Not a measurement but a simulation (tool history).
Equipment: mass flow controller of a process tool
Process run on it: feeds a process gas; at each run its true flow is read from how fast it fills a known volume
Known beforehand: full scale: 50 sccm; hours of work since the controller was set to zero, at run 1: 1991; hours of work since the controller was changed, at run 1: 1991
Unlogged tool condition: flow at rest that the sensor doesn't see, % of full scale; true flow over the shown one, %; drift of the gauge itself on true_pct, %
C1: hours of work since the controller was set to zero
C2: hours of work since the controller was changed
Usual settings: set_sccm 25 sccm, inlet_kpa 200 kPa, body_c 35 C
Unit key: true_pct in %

run 1 hour=0.0 | set_sccm=25 inlet_kpa=200 body_c=35 | C1=1991 C2=1991 | true_pct=97.97
run 2 hour=80.6 | set_sccm=9 inlet_kpa=200 body_c=35 | C1=2046 C2=2046 | true_pct=97.13
run 3 hour=150.1 | set_sccm=25 inlet_kpa=200 body_c=35 | C1=2093 C2=2093 | true_pct=97.96
run 4 hour=243.5 | set_sccm=25 inlet_kpa=200 body_c=35 | C1=2157 C2=2157 | true_pct=97.85
run 5 hour=327.4 | set_sccm=25 inlet_kpa=200 body_c=35 | C1=2215 C2=2215 | true_pct=97.70
run 6 hour=390.2 | set_sccm=25 inlet_kpa=200 body_c=35 | C1=2258 C2=2258 | true_pct=97.60
run 7 hour=482.7 | set_sccm=25 inlet_kpa=200 body_c=35 | C1=2321 C2=2321 | true_pct=97.70
run 8 hour=572.9 | set_sccm=25 inlet_kpa=200 body_c=35 | C1=2383 C2=2383 | true_pct=97.52
run 9 hour=620.9 | set_sccm=25 inlet_kpa=149 body_c=35 | C1=2416 C2=2416 | true_pct=97.24
run 10 hour=712.1 | set_sccm=25 inlet_kpa=149 body_c=35 | C1=2478 C2=2478 | true_pct=97.18
run 11 hour=762.4 | set_sccm=25 inlet_kpa=200 body_c=35 | C1=2513 C2=2513 | true_pct=97.31
run 12 hour=824.6 | set_sccm=25 inlet_kpa=200 body_c=35 | C1=2555 C2=2555 | true_pct=97.26
run 13 hour=891.4 | set_sccm=25 inlet_kpa=220 body_c=24 | C1=2601 C2=2601 | true_pct=98.29
run 14 hour=951.2 | set_sccm=30 inlet_kpa=202 body_c=39 | C1=2642 C2=2642 | true_pct=97.33
run 15 hour=1033.8 | set_sccm=30 inlet_kpa=202 body_c=39 | C1=2699 C2=2699 | true_pct=97.29
run 16 hour=1124.4 | set_sccm=30 inlet_kpa=202 body_c=39 | C1=2761 C2=2761 | true_pct=97.04
run 17 hour=1189.9 | set_sccm=18 inlet_kpa=142 body_c=39 | C1=2805 C2=2805 | true_pct=96.02
run 18 hour=1291.6 | set_sccm=18 inlet_kpa=142 body_c=39 | C1=2875 C2=2875 | true_pct=96.04
run 19 hour=1390.7 | set_sccm=14 inlet_kpa=175 body_c=39 | C1=2943 C2=2943 | true_pct=95.95
run 20 hour=1440.0 | set_sccm=38 inlet_kpa=175 body_c=39 | C1=2977 C2=2977 | true_pct=97.19
run 21 hour=1488.1 | set_sccm=38 inlet_kpa=165 body_c=39 | C1=3010 C2=3010 | true_pct=96.97
run 22 hour=1558.4 | set_sccm=38 inlet_kpa=165 body_c=39 | C1=3058 C2=3058 | true_pct=96.90
run 23 hour=1657.8 | set_sccm=6 inlet_kpa=200 body_c=20 | C1=3126 C2=3126 | true_pct=97.00

Consider 3 possible next runs. They are alternatives, not a sequence: every one starts from the tool as it was left by run 23. What does each give?
run A hour=1727.0 | set_sccm=12 inlet_kpa=200 body_c=35 | C1=3173 C2=3173 | true_pct=?
run B hour=1727.0 | set_sccm=43 inlet_kpa=159 body_c=30 | C1=3173 C2=3173 | true_pct=?
run C hour=1727.0 | set_sccm=5 inlet_kpa=200 body_c=35 | C1=3173 C2=3173 | true_pct=?

run=A true_pct=96.18
run=B true_pct=97.71
run=C true_pct=95.78
The same runs, with their run-to-run variation unchanged, on a tool lacking any hidden condition would have given:
run=A true_pct=97.39
run=B true_pct=98.93
run=C true_pct=97.00

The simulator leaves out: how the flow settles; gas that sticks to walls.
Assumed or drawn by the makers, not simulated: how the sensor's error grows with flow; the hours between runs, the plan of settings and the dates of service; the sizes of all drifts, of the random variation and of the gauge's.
